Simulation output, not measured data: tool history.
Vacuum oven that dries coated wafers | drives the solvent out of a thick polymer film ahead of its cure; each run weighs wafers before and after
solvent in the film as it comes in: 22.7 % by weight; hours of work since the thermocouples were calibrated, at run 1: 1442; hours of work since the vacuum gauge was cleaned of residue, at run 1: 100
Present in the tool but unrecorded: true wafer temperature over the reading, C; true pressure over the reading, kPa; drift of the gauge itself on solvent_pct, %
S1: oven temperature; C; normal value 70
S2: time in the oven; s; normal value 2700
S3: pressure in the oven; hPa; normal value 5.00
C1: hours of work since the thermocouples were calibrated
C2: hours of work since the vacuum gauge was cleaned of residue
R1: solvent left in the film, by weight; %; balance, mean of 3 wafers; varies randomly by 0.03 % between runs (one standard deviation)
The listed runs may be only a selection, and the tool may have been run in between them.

| run | hour | S1 | S2 | S3 | C1 | C2 | R1 |
|---|---|---|---|---|---|---|---|
| 1 | 0.0 | 70 | 2700 | 5.00 | 1442 | 100 | 1.76 |
| 2 | 15.4 | 70 | 2700 | 5.00 | 1451 | 110 | 1.77 |
| 3 | 22.4 | 70 | 2700 | 5.00 | 1456 | 114 | 1.80 |
| 4 | 37.7 | 60 | 2700 | 5.00 | 1465 | 123 | 6.64 |
| 5 | 50.6 | 60 | 2700 | 5.00 | 1473 | 131 | 6.60 |
| 6 | 60.7 | 70 | 2700 | 5.00 | 1479 | 137 | 1.76 |
| 7 | 76.5 | 70 | 2700 | 5.00 | 1488 | 147 | 1.82 |
| 8 | 84.6 | 70 | 2700 | 4.98 | 1493 | 152 | 1.80 |
| 9 | 97.9 | 70 | 1980 | 5.00 | 1501 | 160 | 3.22 |
| 10 | 109.3 | 70 | 2700 | 5.00 | 1508 | 167 | 1.78 |
| 11 | 126.2 | 70 | 4140 | 5.00 | 1519 | 177 | 0.68 |
| 12 | 137.5 | 57 | 2700 | 5.00 | 1525 | 184 | 8.25 |
| 13 | 152.3 | 57 | 2700 | 5.00 | 1534 | 193 | 8.33 |
| 14 | 164.4 | 57 | 2700 | 5.00 | 1542 | 200 | 8.27 |
| 15 | 179.7 | 57 | 2700 | 5.00 | 1551 | 210 | 8.17 |
| 16 | 192.9 | 57 | 2700 | 5.00 | 1559 | 218 | 8.24 |
| 17 | 207.3 | 57 | 2700 | 5.00 | 1568 | 226 | 8.34 |
| 18 | 221.3 | 57 | 2700 | 5.00 | 1576 | 235 | 8.28 |
| 19 | 238.2 | 57 | 2700 | 5.00 | 1587 | 245 | 8.17 |
| 20 | 254.8 | 61 | 2700 | 5.00 | 1597 | 255 | 5.87 |
| 21 | 265.4 | 61 | 2700 | 5.00 | 1603 | 262 | 5.84 |
| 22 | 275.5 | 70 | 2700 | 5.50 | 1609 | 268 | 1.77 |
| 23 | 283.2 | 70 | 2700 | 5.00 | 1614 | 273 | 1.76 |
| 24 | 290.7 | 70 | 2700 | 5.00 | 1619 | 277 | 1.71 |
| 25 | 302.4 | 70 | 2700 | 5.00 | 1626 | 284 | 1.73 |
| 26 | 314.9 | 56 | 4140 | 7.22 | 1633 | 292 | 6.12 |
| 27 | 331.0 | 56 | 4140 | 7.22 | 1643 | 302 | 6.12 |
| 28 | 341.5 | 69 | 4440 | 7.22 | 1649 | 308 | 0.82 |
| 29 | 355.1 | 66 | 2340 | 5.00 | 1658 | 316 | 4.09 |
| 30 | 369.7 | 70 | 4740 | 3.40 | 1667 | 325 | 0.42 |
| 31 | 381.2 | 70 | 4740 | 3.40 | 1674 | 332 | 0.47 |
| 32 | 393.9 | 70 | 4740 | 3.40 | 1681 | 340 | 0.45 |
| 33 | 407.5 | 62 | 3000 | 10.88 | 1690 | 348 | 4.99 |
| 34 | 414.5 | 70 | 2460 | 3.18 | 1694 | 352 | 1.99 |
|  | 427.3 | oven's thermocouples calibrated |
| 35 | 431.7 | 70 | 3360 | 2.65 | 3 | 362 | 1.64 |
| 36 | 448.4 | 71 | 4860 | 4.70 | 13 | 372 | 0.66 |
| 37 | 464.1 | 71 | 4860 | 4.70 | 22 | 381 | 0.66 |
| 38 | 474.8 | 71 | 1920 | 2.80 | 29 | 388 | 3.98 |
| 39 | 484.0 | 71 | 3600 | 13.14 | 34 | 393 | 1.71 |
| 40 | 495.3 | 75 | 3600 | 5.95 | 41 | 400 | 0.62 |
| 41 | 503.9 | 77 | 1620 | 14.55 | 47 | 405 | 2.64 |
| 42 | 512.5 | 77 | 3420 | 10.83 | 52 | 411 | 0.73 |
| 43 | 524.5 | 73 | 2700 | 5.00 | 59 | 418 | 1.62 |
| 44 | 537.7 | 69 | 3120 | 4.41 | 67 | 426 | 2.32 |
| 45 | 547.2 | 69 | 3120 | 4.41 | 73 | 432 | 2.31 |
| 46 | 559.6 | 62 | 3360 | 4.41 | 80 | 439 | 5.29 |
| 47 | 576.1 | 62 | 3360 | 4.41 | 90 | 449 | 5.29 |

Here are 4 independent what-if runs from the current tool condition. What would each one return?
| A | 592.0 | 66 | 3360 | 4.41 | 100 | 459 | ? |
| B | 592.0 | 56 | 3120 | 4.53 | 100 | 459 | ? |
| C | 592.0 | 68 | 2340 | 4.41 | 100 | 459 | ? |
| D | 592.0 | 55 | 2700 | 5.00 | 100 | 459 | ? |

| run | R1 |
|---|---|
| A | 3.29 |
| B | 9.27 |
| C | 4.24 |
| D | 10.79 |
Take away the tool's hidden state, keep each run's random variation, and the runs would have read:
| run | R1 |
|---|---|
| A | 3.17 |
| B | 9.14 |
| C | 4.13 |
| D | 10.67 |
